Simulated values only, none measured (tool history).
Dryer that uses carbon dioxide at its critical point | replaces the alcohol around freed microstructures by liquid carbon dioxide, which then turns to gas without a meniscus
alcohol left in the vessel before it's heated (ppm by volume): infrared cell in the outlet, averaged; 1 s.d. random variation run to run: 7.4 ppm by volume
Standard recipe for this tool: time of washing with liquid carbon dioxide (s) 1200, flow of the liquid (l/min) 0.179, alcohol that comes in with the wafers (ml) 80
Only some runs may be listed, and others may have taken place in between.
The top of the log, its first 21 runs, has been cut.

run	hour	time of washing with liquid carbon dioxide (s)	flow of the liquid (l/min)	alcohol that comes in with the wafers (ml)	alcohol left in the vessel before it's heated (ppm by volume)
22	182.8	1200	0.113	80	6034
23	193.6	1200	0.113	34	2579
24	200.8	1140	0.187	49	725
25	211.4	780	0.175	36	2982
# hour 217.1: inlet filter changed
26	221.6	780	0.175	36	1661
27	227.3	900	0.137	34	2168
28	238.8	1320	0.292	59	115
29	248.4	1200	0.179	105	629
30	256.7	1200	0.179	42	308
31	267.3	1200	0.179	73	480
32	276.8	840	0.228	41	520
33	286.3	1200	0.179	31	276
34	297	1200	0.179	31	285
35	306.6	900	0.298	118	282
36	316.5	1140	0.298	53	134
37	325.7	1140	0.298	53	136
38	335.3	1140	0.298	53	142
39	346.3	1140	0.231	77	252
40	357.7	960	0.111	66	7145
41	365.1	960	0.111	66	7253
42	374.9	960	0.111	66	7644
43	383.7	1500	0.179	23	173
44	392.8	960	0.201	27	449
45	401.8	1260	0.118	42	1744
46	408.2	1260	0.118	42	1787

Alternative continuations, all from the tool just after run 46; predict every row:
A	415.5	1020	0.179	80	?
B	415.5	1740	0.136	80	?
C	415.5	1200	0.179	61	?
D	415.5	840	0.201	36	?

run	alcohol left in the vessel before it's heated (ppm by volume)
A	1426
B	447
C	584
D	993
The same runs, with their run-to-run variation unchanged, on a tool lacking any hidden condition would have given:
run	alcohol left in the vessel before it's heated (ppm by volume)
A	905
B	195
C	297
D	617
